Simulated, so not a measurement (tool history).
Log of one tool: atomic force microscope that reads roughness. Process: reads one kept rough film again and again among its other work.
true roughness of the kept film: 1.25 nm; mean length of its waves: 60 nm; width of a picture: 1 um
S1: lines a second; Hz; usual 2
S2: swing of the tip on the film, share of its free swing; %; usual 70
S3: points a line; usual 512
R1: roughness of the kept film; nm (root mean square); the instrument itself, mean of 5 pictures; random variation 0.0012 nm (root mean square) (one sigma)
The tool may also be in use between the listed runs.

{"run": 1, "hour": 0.0, "S1": 2, "S2": 70, "S3": 512, "R1": 1.088}
{"run": 2, "hour": 13.8, "S1": 2, "S2": 70, "S3": 512, "R1": 1.082}
{"run": 3, "hour": 25.3, "S1": 2, "S2": 70, "S3": 512, "R1": 1.079}
{"hour": 41.6, "done": "new tip fitted"}
{"run": 4, "hour": 43.1, "S1": 2, "S2": 60, "S3": 512, "R1": 1.159}
{"run": 5, "hour": 50.7, "S1": 2, "S2": 60, "S3": 512, "R1": 1.156}
{"run": 6, "hour": 66.6, "S1": 2, "S2": 60, "S3": 512, "R1": 1.155}
{"run": 7, "hour": 78.7, "S1": 2, "S2": 70, "S3": 512, "R1": 1.091}
{"run": 8, "hour": 91.6, "S1": 2, "S2": 70, "S3": 512, "R1": 1.091}
{"run": 9, "hour": 104.1, "S1": 2, "S2": 70, "S3": 512, "R1": 1.085}
{"run": 10, "hour": 112.7, "S1": 2, "S2": 70, "S3": 512, "R1": 1.084}
{"run": 11, "hour": 127.4, "S1": 2, "S2": 70, "S3": 512, "R1": 1.084}
{"run": 12, "hour": 136.9, "S1": 2, "S2": 70, "S3": 512, "R1": 1.082}
{"run": 13, "hour": 154.4, "S1": 2, "S2": 70, "S3": 512, "R1": 1.08}
{"hour": 156.5, "done": "new tip fitted"}
{"run": 14, "hour": 166.6, "S1": 2, "S2": 71, "S3": 512, "R1": 1.088}
{"run": 15, "hour": 175.4, "S1": 2, "S2": 71, "S3": 512, "R1": 1.086}
{"run": 16, "hour": 190.3, "S1": 2, "S2": 87, "S3": 512, "R1": 0.942}
{"run": 17, "hour": 205.2, "S1": 1.38, "S2": 70, "S3": 512, "R1": 1.13}
{"run": 18, "hour": 216.9, "S1": 1.38, "S2": 70, "S3": 512, "R1": 1.128}
{"run": 19, "hour": 226.8, "S1": 1.38, "S2": 70, "S3": 512, "R1": 1.125}
{"run": 20, "hour": 243.7, "S1": 2, "S2": 70, "S3": 512, "R1": 1.084}
{"run": 21, "hour": 260.0, "S1": 2, "S2": 70, "S3": 512, "R1": 1.079}
{"hour": 270.9, "done": "new tip fitted"}
{"run": 22, "hour": 277.0, "S1": 2.61, "S2": 70, "S3": 402, "R1": 1.057}
{"hour": 279.3, "done": "height scale calibrated on a step standard"}
{"run": 23, "hour": 290.9, "S1": 2.61, "S2": 70, "S3": 402, "R1": 1.059}
{"hour": 306.5, "done": "height scale calibrated on a step standard, once more"}
{"run": 24, "hour": 308.2, "S1": 0.88, "S2": 70, "S3": 512, "R1": 1.164}
{"run": 25, "hour": 320.1, "S1": 0.62, "S2": 70, "S3": 596, "R1": 1.18}
{"run": 26, "hour": 328.4, "S1": 1.08, "S2": 70, "S3": 387, "R1": 1.146}
{"run": 27, "hour": 345.9, "S1": 2, "S2": 80, "S3": 512, "R1": 1.001}
{"run": 28, "hour": 361.5, "S1": 2, "S2": 81, "S3": 357, "R1": 0.991}
{"run": 29, "hour": 371.6, "S1": 1.51, "S2": 88, "S3": 512, "R1": 0.98}
{"hour": 387.8, "done": "new tip fitted"}
{"run": 30, "hour": 388.4, "S1": 1.51, "S2": 88, "S3": 512, "R1": 0.993}
{"run": 31, "hour": 400.9, "S1": 1.57, "S2": 58, "S3": 337, "R1": 1.175}
{"run": 32, "hour": 409.5, "S1": 0.97, "S2": 61, "S3": 512, "R1": 1.19}
{"run": 33, "hour": 422.5, "S1": 0.97, "S2": 70, "S3": 370, "R1": 1.157}
{"run": 34, "hour": 439.7, "S1": 0.74, "S2": 70, "S3": 965, "R1": 1.174}
{"run": 35, "hour": 450.7, "S1": 2, "S2": 80, "S3": 512, "R1": 1.005}
{"run": 36, "hour": 464.1, "S1": 0.73, "S2": 61, "S3": 349, "R1": 1.191}
{"run": 37, "hour": 472.5, "S1": 0.59, "S2": 61, "S3": 960, "R1": 1.195}
{"run": 38, "hour": 483.2, "S1": 0.59, "S2": 70, "S3": 362, "R1": 1.172}
{"run": 39, "hour": 498.2, "S1": 1.83, "S2": 80, "S3": 290, "R1": 1.01}
{"hour": 503.1, "done": "new tip fitted"}
{"run": 40, "hour": 509.3, "S1": 2.65, "S2": 86, "S3": 748, "R1": 0.89}
{"run": 41, "hour": 525.7, "S1": 2.88, "S2": 70, "S3": 306, "R1": 1.038}
{"run": 42, "hour": 542.5, "S1": 2.88, "S2": 70, "S3": 306, "R1": 1.036}

5 ways to go on from here, each from the tool as it stands after run 42. What would each give?
{"run": "A", "hour": 555.3, "S1": 2.69, "S2": 68, "S3": 299, "R1": "?"}
{"run": "B", "hour": 555.3, "S1": 2.88, "S2": 70, "S3": 341, "R1": "?"}
{"run": "C", "hour": 555.3, "S1": 2, "S2": 70, "S3": 528, "R1": "?"}
{"run": "D", "hour": 555.3, "S1": 0.98, "S2": 74, "S3": 629, "R1": "?"}
{"run": "E", "hour": 555.3, "S1": 2.36, "S2": 70, "S3": 941, "R1": "?"}

run=A R1=1.06
run=B R1=1.035
run=C R1=1.09
run=D R1=1.141
run=E R1=1.066
Without the tool's hidden state the same runs would have given:
run=A R1=1.067
run=B R1=1.041
run=C R1=1.097
run=D R1=1.149
run=E R1=1.073

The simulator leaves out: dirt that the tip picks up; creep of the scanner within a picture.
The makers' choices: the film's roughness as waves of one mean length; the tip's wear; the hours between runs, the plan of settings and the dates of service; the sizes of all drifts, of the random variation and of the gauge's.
